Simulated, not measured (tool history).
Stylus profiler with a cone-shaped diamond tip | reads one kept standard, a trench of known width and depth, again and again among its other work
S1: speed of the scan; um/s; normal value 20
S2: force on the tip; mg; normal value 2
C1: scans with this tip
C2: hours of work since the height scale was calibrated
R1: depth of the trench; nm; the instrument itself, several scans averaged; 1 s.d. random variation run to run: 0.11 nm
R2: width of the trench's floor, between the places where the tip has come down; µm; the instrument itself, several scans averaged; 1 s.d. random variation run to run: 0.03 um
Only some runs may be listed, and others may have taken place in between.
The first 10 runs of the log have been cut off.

| run | day | S1 | S2 | C1 | C2 | R1 | R2 |
|---|---|---|---|---|---|---|---|
| 11 | 15.021 | 20 | 2 | 11376 | 759 | 202.79 | 47.57 |
| 12 | 16.562 | 20 | 1.32 | 11709 | 781 | 202.33 | 47.56 |
| 13 | 18.662 | 20 | 1.63 | 12162 | 812 | 202.4 | 47.53 |
| 14 | 20.588 | 20 | 1.63 | 12578 | 839 | 202.53 | 47.54 |
| 15 | 22.862 | 20 | 1.63 | 13069 | 872 | 202.49 | 47.48 |
| 16 | 23.821 | 20 | 1.63 | 13275 | 886 | 202.65 | 47.46 |
| 17 | 25.008 | 20 | 1.63 | 13532 | 903 | 202.63 | 47.44 |
| 18 | 26.296 | 20 | 1.45 | 13810 | 922 | 202.67 | 47.45 |
| 19 | 28.133 | 20 | 1.45 | 14206 | 948 | 202.54 | 47.45 |
|  | 29.612 | new tip fitted, height scale calibrated |
| 20 | 30.275 | 20 | 1.45 | 143 | 10 | 202.05 | 48.05 |
| 21 | 31.275 | 20 | 2 | 359 | 24 | 202.19 | 48.06 |
| 22 | 32.438 | 22 | 2 | 610 | 41 | 202.12 | 48 |
| 23 | 33.725 | 22 | 2 | 888 | 59 | 202.12 | 48.04 |
| 24 | 35.612 | 22 | 2 | 1295 | 86 | 202.51 | 47.97 |
| 25 | 37.312 | 25 | 1.81 | 1663 | 111 | 202.17 | 47.93 |
| 26 | 38.704 | 67 | 2.25 | 1963 | 131 | 202.44 | 47.68 |
| 27 | 40.088 | 67 | 2.25 | 2262 | 151 | 202.59 | 47.66 |
| 28 | 41.917 | 67 | 2.25 | 2656 | 177 | 202.43 | 47.68 |
| 29 | 43.05 | 19 | 2.2 | 2901 | 194 | 202.24 | 47.93 |
| 30 | 44.4 | 19 | 2.2 | 3193 | 213 | 202.63 | 47.89 |
| 31 | 46.2 | 19 | 2.2 | 3581 | 239 | 202.53 | 47.9 |
| 32 | 48.467 | 19 | 5.13 | 4071 | 272 | 204.24 | 47.94 |
| 33 | 49.938 | 42 | 0.71 | 4388 | 293 | 201.42 | 47.52 |
| 34 | 51.546 | 42 | 0.71 | 4736 | 316 | 201.43 | 47.52 |
| 35 | 52.871 | 27 | 1.39 | 5021 | 335 | 201.85 | 47.76 |

Run 36 has not been measured yet. What should we expect?
| 36 | 54.525 | 33 | 2 | 5379 | 359 | ? | ? |

R1: 202.7 nm
R2: 47.71 µm
Without the tool's hidden state the same run would have given R1 202.28 nm, R2 48.01 µm.

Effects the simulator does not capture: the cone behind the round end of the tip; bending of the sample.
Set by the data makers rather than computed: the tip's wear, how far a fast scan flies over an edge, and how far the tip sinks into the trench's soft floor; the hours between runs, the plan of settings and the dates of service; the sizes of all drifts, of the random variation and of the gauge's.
